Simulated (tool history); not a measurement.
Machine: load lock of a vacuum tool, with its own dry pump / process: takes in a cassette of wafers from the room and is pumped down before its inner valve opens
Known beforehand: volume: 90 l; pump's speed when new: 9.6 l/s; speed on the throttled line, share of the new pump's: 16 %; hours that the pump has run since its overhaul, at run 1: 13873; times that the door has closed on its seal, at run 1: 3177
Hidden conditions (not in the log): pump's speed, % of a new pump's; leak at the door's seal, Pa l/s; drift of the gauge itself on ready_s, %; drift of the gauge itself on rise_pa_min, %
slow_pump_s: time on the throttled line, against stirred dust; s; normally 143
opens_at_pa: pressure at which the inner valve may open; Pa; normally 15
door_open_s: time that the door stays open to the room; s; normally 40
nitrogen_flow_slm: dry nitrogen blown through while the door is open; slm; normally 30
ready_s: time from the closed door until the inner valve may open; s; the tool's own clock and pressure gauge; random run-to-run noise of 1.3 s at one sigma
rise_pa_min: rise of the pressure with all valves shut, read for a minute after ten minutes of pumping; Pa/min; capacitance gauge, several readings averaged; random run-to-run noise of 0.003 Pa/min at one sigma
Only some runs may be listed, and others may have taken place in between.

run    hour  slow_pump_s  opens_at_pa  door_open_s  nitrogen_flow_slm  hours that the pump has run since its overhaul  times that the door has closed on its seal  incoming humidity of the room's air, %  ready_s  rise_pa_min
  1       0          143           15           40                 30                                           13873                                        3177                                    47.6    227.1        0.031
       37.5  -- dry pump taken out, an overhauled one fitted
  2    99.5          143           15           40                 30                                              62                                        3283                                      45    205.7        0.029
  3   205.9          143           15           82                 30                                             168                                        3404                                    43.1    204.7        0.042
  4   279.7          143           15           82                 30                                             242                                        3488                                    43.9    204.4         0.04
  5     360          143           15           82                 30                                             323                                        3580                                    43.3      204        0.047
  6   489.9          143           15           82                 30                                             452                                        3728                                      45    204.8        0.041
  7   569.8          143           15           82                 30                                             532                                        3819                                    44.6      204        0.045
  8   653.2          143           15           82                 30                                             616                                        3914                                    41.2    204.8        0.048
  9   711.4          143           15           82                 30                                             674                                        3980                                    47.4    204.1        0.048
 10   782.7          143           15           82                 30                                             745                                        4061                                    47.6    206.2         0.05
 11   842.8          143           15           82                 30                                             805                                        4129                                    43.7    204.8        0.045
 12   920.2          143           15          167                 30                                             883                                        4218                                    43.4    203.4        0.055
 13  1034.2          152           15          167                 30                                             997                                        4347                                    44.2      212         0.06
 14  1138.7          152           15          167                 30                                            1101                                        4466                                    42.5    213.4        0.064
 15  1200.9          152           15          167                  5                                            1163                                        4537                                      44    211.2        0.106
 16    1327          184           15          167                  5                                            1290                                        4681                                    42.1    239.6        0.101
 17  1399.6          143           15          160                 30                                            1362                                        4763                                    46.2    203.7        0.065
 18  1472.5          143           20           40                 30                                            1435                                        4846                                      43    202.3        0.034
 19  1564.9          143           20           40                 30                                            1527                                        4952                                    43.7      203        0.039
 20  1665.3          143           13          155                 30                                            1628                                        5066                                    48.2    205.8         0.07
 21  1790.6          165           13           84                 30                                            1753                                        5208                                    45.4    225.9        0.049
 22  1896.1          165           13           84                 30                                            1859                                        5329                                    46.5    222.9        0.052
 23  2018.6          165           13           84                 30                                            1981                                        5468                                      45    227.3        0.043
 24  2095.2          165           13           84                 30                                            2058                                        5555                                    45.3    228.8        0.049
 25    2218          154           16           57                 39                                            2181                                        5695                                    45.6      216         0.04
 26    2338          143           15           40                 14                                            2301                                        5832                                    44.3    203.2        0.042
 27  2416.5          143           15           40                 14                                            2379                                        5921                                    45.5      206        0.047
 28  2498.2          143           14           40                  6                                            2461                                        6014                                    43.8    207.6        0.049
 29  2561.5          122           12           90                 22                                            2524                                        6086                                    41.8    192.7        0.054
 30  2670.6          231           18           90                 22                                            2633                                        6210                                    42.4    281.9        0.054
 31  2770.4          143           15           29                 30                                            2733                                        6324                                    44.5    208.5         0.03

For run 32, what comes out?
 32  2898.6          143           15           29                 30                                            2861                                        6470                                    47.5        ?            ?

ready_s: 209.4 s
rise_pa_min: 0.032 Pa/min
On a tool with no hidden condition, and with the same random variation, this run would have come out at ready_s 205.9 s, rise_pa_min 0.021 Pa/min.
